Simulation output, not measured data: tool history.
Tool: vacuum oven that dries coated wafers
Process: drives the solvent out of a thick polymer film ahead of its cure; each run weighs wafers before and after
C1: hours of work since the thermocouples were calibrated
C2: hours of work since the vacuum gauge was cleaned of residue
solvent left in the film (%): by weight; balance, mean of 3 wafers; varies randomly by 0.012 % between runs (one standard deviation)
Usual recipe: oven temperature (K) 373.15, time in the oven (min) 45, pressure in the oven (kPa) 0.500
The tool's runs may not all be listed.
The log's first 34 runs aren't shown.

{"run": 35, "hour": 698.5, "oven temperature (K)": 373.15, "time in the oven (min)": 73, "pressure in the oven (kPa)": 0.5, "C1": 189, "C2": 530, "solvent left in the film (%)": 0.58}
{"run": 36, "hour": 714.2, "oven temperature (K)": 380.15, "time in the oven (min)": 73, "pressure in the oven (kPa)": 1.123, "C1": 197, "C2": 539, "solvent left in the film (%)": 0.71}
{"run": 37, "hour": 727.9, "oven temperature (K)": 370.15, "time in the oven (min)": 66, "pressure in the oven (kPa)": 0.58, "C1": 204, "C2": 546, "solvent left in the film (%)": 1.01}
{"run": 38, "hour": 755.7, "oven temperature (K)": 375.15, "time in the oven (min)": 26, "pressure in the oven (kPa)": 0.5, "C1": 219, "C2": 561, "solvent left in the film (%)": 2.68}
{"run": 39, "hour": 779.5, "oven temperature (K)": 362.15, "time in the oven (min)": 35, "pressure in the oven (kPa)": 0.5, "C1": 232, "C2": 574, "solvent left in the film (%)": 4.85}
{"run": 40, "hour": 796.4, "oven temperature (K)": 386.15, "time in the oven (min)": 59, "pressure in the oven (kPa)": 0.5, "C1": 241, "C2": 583, "solvent left in the film (%)": 0.25}
{"run": 41, "hour": 816.8, "oven temperature (K)": 364.15, "time in the oven (min)": 24, "pressure in the oven (kPa)": 0.5, "C1": 252, "C2": 594, "solvent left in the film (%)": 5.97}
{"run": 42, "hour": 835.2, "oven temperature (K)": 374.15, "time in the oven (min)": 34, "pressure in the oven (kPa)": 0.5, "C1": 262, "C2": 604, "solvent left in the film (%)": 1.95}
{"run": 43, "hour": 856.7, "oven temperature (K)": 378.15, "time in the oven (min)": 56, "pressure in the oven (kPa)": 0.5, "C1": 274, "C2": 615, "solvent left in the film (%)": 0.48}
{"run": 44, "hour": 868.8, "oven temperature (K)": 378.15, "time in the oven (min)": 44, "pressure in the oven (kPa)": 0.5, "C1": 280, "C2": 622, "solvent left in the film (%)": 0.74}
{"run": 45, "hour": 886.1, "oven temperature (K)": 373.15, "time in the oven (min)": 45, "pressure in the oven (kPa)": 0.5, "C1": 290, "C2": 631, "solvent left in the film (%)": 1.34}
{"run": 46, "hour": 908.0, "oven temperature (K)": 378.15, "time in the oven (min)": 48, "pressure in the oven (kPa)": 1.009, "C1": 301, "C2": 643, "solvent left in the film (%)": 0.97}
{"run": 47, "hour": 925.6, "oven temperature (K)": 378.15, "time in the oven (min)": 32, "pressure in the oven (kPa)": 1.221, "C1": 311, "C2": 652, "solvent left in the film (%)": 1.83}

Branching from run 47: 4 alternative next runs. What would each branch give?
{"run": "A", "hour": 937.1, "oven temperature (K)": 365.15, "time in the oven (min)": 54, "pressure in the oven (kPa)": 0.61, "C1": 317, "C2": 659, "solvent left in the film (%)": "?"}
{"run": "B", "hour": 937.1, "oven temperature (K)": 375.15, "time in the oven (min)": 28, "pressure in the oven (kPa)": 0.798, "C1": 317, "C2": 659, "solvent left in the film (%)": "?"}
{"run": "C", "hour": 937.1, "oven temperature (K)": 382.15, "time in the oven (min)": 29, "pressure in the oven (kPa)": 0.308, "C1": 317, "C2": 659, "solvent left in the film (%)": "?"}
{"run": "D", "hour": 937.1, "oven temperature (K)": 371.15, "time in the oven (min)": 45, "pressure in the oven (kPa)": 1.262, "C1": 317, "C2": 659, "solvent left in the film (%)": "?"}

run=A solvent_left_in_the_film_(%)=2.40
run=B solvent_left_in_the_film_(%)=2.60
run=C solvent_left_in_the_film_(%)=0.99
run=D solvent_left_in_the_film_(%)=2.22
What these runs would have given with no unlogged condition in the tool:
run=A solvent_left_in_the_film_(%)=2.40
run=B solvent_left_in_the_film_(%)=2.60
run=C solvent_left_in_the_film_(%)=0.99
run=D solvent_left_in_the_film_(%)=2.23
